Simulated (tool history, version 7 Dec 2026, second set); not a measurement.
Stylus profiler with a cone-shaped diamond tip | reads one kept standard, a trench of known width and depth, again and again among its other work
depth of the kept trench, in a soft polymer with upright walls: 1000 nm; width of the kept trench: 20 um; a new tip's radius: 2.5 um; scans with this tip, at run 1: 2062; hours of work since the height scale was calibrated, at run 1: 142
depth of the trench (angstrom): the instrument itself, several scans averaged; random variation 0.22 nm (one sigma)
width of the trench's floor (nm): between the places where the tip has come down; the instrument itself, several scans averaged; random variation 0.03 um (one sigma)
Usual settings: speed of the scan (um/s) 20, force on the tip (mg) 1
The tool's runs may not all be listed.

run	day	speed of the scan (um/s)	force on the tip (mg)	scans with this tip	hours of work since the height scale was calibrated	depth of the trench (angstrom)	width of the trench's floor (nm)
1	0	20	1	2062	142	10050.9	15460
2	1.071	20	1	2306	158	10054.3	15510
3	2.221	20	1	2568	176	10048.5	15380
4	3.088	20	1	2765	190	10050.1	15320
5	4.529	20	1.56	3094	213	10070.5	15300
6	5.829	35	1	3389	233	10052.8	15190
7	6.529	35	0.41	3548	244	10035.3	14930
8	7.217	35	0.41	3704	255	10037.8	14980
9	8.504	35	0.41	3998	275	10034.3	14820
10	9.958	35	0.41	4329	297	10036.5	14760
11	11.15	20	1	4600	316	10058.1	14960
12	12.117	16	1	4820	331	10054.6	14990
13	12.883	16	1	4995	343	10058.2	14920
14	13.529	9	1	5142	353	10056.4	14910
15	14.254	65	1	5307	365	10058.2	14560
16	15.154	10	1.26	5511	379	10065.3	14850
17	16.35	10	2.85	5783	397	10106.3	14800
18	17.017	10	2.85	5936	408	10102	14810
19	17.938	10	2.85	6144	422	10102.1	14710
20	19.296	22	1.68	6454	444	10079.1	14670
21	19.942	22	1.68	6600	454	10075.2	14570

Run 22 comes next. What will it give?
22	21.308	22	1.68	6912	475	?	?

Run 22 gave depth of the trench (angstrom) 10074.4, width of the trench's floor (nm) 14520.
Without the tool's hidden state the same run would have given depth of the trench (angstrom) 10059.5, width of the trench's floor (nm) 15880.

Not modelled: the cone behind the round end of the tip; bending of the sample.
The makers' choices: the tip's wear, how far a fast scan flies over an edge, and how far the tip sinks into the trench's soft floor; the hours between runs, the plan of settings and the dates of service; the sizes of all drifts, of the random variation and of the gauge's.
